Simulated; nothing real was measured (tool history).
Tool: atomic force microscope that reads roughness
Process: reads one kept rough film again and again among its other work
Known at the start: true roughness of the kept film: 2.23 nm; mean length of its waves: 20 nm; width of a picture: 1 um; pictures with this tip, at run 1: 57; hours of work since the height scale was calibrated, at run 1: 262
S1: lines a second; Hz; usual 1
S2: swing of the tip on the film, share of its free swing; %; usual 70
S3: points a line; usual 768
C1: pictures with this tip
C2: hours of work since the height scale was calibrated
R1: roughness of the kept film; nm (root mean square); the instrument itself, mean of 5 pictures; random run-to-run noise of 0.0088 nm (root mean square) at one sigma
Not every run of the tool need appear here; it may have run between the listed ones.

run,hour,S1,S2,S3,C1,C2,R1
1,0,1,70,768,57,262,1.747
2,17.7,1,70,768,82,275,1.68
3,42,1,70,768,116,292,1.616
4,63,1,70,768,146,307,1.558
# hour 85.3: new tip fitted
5,87,1,70,768,3,324,1.923
6,115.8,1,70,768,43,345,1.807
7,147.6,1,70,768,88,368,1.71
8,171.6,1,70,768,122,385,1.622
9,204.6,1,70,768,168,409,1.516
# hour 211.2: new tip fitted
10,225.9,1,70,768,21,424,1.852
11,243.7,1,70,768,46,437,1.775
12,261.8,1,70,768,72,450,1.726
13,292.7,1,71,768,115,472,1.617
14,308.8,1,71,768,138,484,1.588
15,331.5,1,70,768,169,500,1.512
# hour 338.8: new tip fitted
16,352.2,1,70,768,19,514,1.888

What will run 17 give?
17,380,1,70,768,58,535,?

Run 17 produced R1 1.776 nm (root mean square).
If the tool had no hidden condition, the same run with the same run-to-run variation would have returned R1 1.939 nm (root mean square).
